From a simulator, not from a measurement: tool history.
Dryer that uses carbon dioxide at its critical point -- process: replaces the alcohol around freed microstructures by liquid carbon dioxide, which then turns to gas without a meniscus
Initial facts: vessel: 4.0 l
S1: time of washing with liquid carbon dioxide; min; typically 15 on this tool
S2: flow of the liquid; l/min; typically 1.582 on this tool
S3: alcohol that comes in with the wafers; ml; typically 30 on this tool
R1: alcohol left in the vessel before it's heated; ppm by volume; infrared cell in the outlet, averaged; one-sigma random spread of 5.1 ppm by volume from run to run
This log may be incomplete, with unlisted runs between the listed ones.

Run 1, day 0: usual settings. Result: R1 89 ppm by volume.
Run 2, day 0.721: usual settings but S1 21 min. Result: R1 29 ppm by volume.
Run 3, day 1.404: usual settings but S1 21 min. Result: R1 25 ppm by volume.
Run 4, day 2.221: usual settings. Result: R1 106 ppm by volume.
Run 5, day 2.746: usual settings but S2 1.26 l/min. Result: R1 224 ppm by volume.
At day 3.638: inlet filter changed.
Run 6, day 3.942: usual settings but S2 1.26 l/min. Result: R1 136 ppm by volume.
Run 7, day 4.825: usual settings but S2 1.26 l/min. Result: R1 145 ppm by volume.
Run 8, day 5.417: usual settings but S2 1.26 l/min. Result: R1 135 ppm by volume.
Run 9, day 6.104: usual settings but S2 1.26 l/min. Result: R1 153 ppm by volume.
Run 10, day 6.808: usual settings but S2 1.26 l/min. Result: R1 145 ppm by volume.
Run 11, day 7.738: usual settings but S2 1.56 l/min. Result: R1 75 ppm by volume.
Run 12, day 8.804: usual settings but S2 1.56 l/min, S3 104 ml. Result: R1 216 ppm by volume.
Run 13, day 9.762: usual settings but S2 1.56 l/min, S3 104 ml. Result: R1 227 ppm by volume.
Run 14, day 10.562: usual settings but S2 1.56 l/min, S3 104 ml. Result: R1 225 ppm by volume.
Run 15, day 11.079: usual settings but S1 12 min. Result: R1 174 ppm by volume.
Run 16, day 12.167: usual settings. Result: R1 85 ppm by volume.
Run 17, day 13.254: usual settings. Result: R1 80 ppm by volume.
Run 18, day 14.338: usual settings but S1 18 min. Result: R1 54 ppm by volume.
Run 19, day 15.429: usual settings but S1 18 min. Result: R1 61 ppm by volume.
Run 20, day 16.546: usual settings but S1 11 min, S2 1.76 l/min, S3 36 ml. Result: R1 218 ppm by volume.
Run 21, day 17.079: usual settings but S1 11 min, S2 1.76 l/min, S3 36 ml. Result: R1 231 ppm by volume.
Run 22, day 17.746: usual settings but S1 21 min, S2 1.76 l/min, S3 55 ml. Result: R1 38 ppm by volume.
Run 23, day 18.583: usual settings but S1 21 min, S2 1.76 l/min, S3 22 ml. Result: R1 41 ppm by volume.
Run 24, day 19.438: usual settings but S1 23 min, S2 1.76 l/min, S3 20 ml. Result: R1 26 ppm by volume.
Run 25, day 19.942: usual settings but S3 28 ml. Result: R1 102 ppm by volume.
Run 26, day 21.067: usual settings but S1 14 min, S2 1.98 l/min, S3 85 ml. Result: R1 155 ppm by volume.
Run 27, day 21.808: usual settings but S1 12 min, S2 2.63 l/min, S3 28 ml. Result: R1 48 ppm by volume.
Run 28, day 22.496: usual settings but S1 11 min, S2 2.63 l/min, S3 52 ml. Result: R1 95 ppm by volume.
Run 29, day 23.312: usual settings but S1 11 min, S2 2.63 l/min, S3 52 ml. Result: R1 92 ppm by volume.
Run 30, day 24.408: usual settings but S1 11 min, S2 2.63 l/min, S3 52 ml. Result: R1 100 ppm by volume.
Run 31, day 25.071: usual settings but S1 11 min, S2 2.63 l/min, S3 52 ml. Result: R1 105 ppm by volume.
Run 32, day 25.608: usual settings but S1 21 min, S2 2.46 l/min, S3 70 ml. Result: R1 40 ppm by volume.
At day 26.267: inlet filter changed.
Run 33, day 26.588: usual settings but S1 21 min, S2 2.46 l/min, S3 70 ml. Result: R1 37 ppm by volume.
Run 34, day 27.5: usual settings but S1 11 min, S2 1.46 l/min, S3 32 ml. Result: R1 299 ppm by volume.
Run 35, day 28.454: usual settings but S1 11 min, S2 1.46 l/min, S3 32 ml. Result: R1 300 ppm by volume.
Run 36, day 29.379: usual settings but S1 11 min, S2 1.46 l/min, S3 32 ml. Result: R1 296 ppm by volume.
Run 37, day 30.542: usual settings but S1 11 min, S2 1.46 l/min, S3 32 ml. Result: R1 317 ppm by volume.
Run 38, day 31.462: usual settings but S2 1.62 l/min. Result: R1 91 ppm by volume.

Here are 5 independent what-if runs from the current tool condition. What would each one return?
Run A, day 32.262: usual settings but S1 11 min. Result: R1 ?.
Run B, day 32.262: usual settings but S1 18 min, S2 1.62 l/min, S3 26 ml. Result: R1 ?.
Run C, day 32.262: usual settings but S1 12 min, S2 2.26 l/min. Result: R1 ?.
Run D, day 32.262: usual settings but S2 1.37 l/min, S3 42 ml. Result: R1 ?.
Run E, day 32.262: usual settings but S1 19 min, S2 2.05 l/min, S3 23 ml. Result: R1 ?.

run   R1
  A  236
  B   75
  C   72
  D  192
  E   49
Without the tool's hidden state the same runs would have given:
run   R1
  A  167
  B   29
  C   24
  D  125
  E    6

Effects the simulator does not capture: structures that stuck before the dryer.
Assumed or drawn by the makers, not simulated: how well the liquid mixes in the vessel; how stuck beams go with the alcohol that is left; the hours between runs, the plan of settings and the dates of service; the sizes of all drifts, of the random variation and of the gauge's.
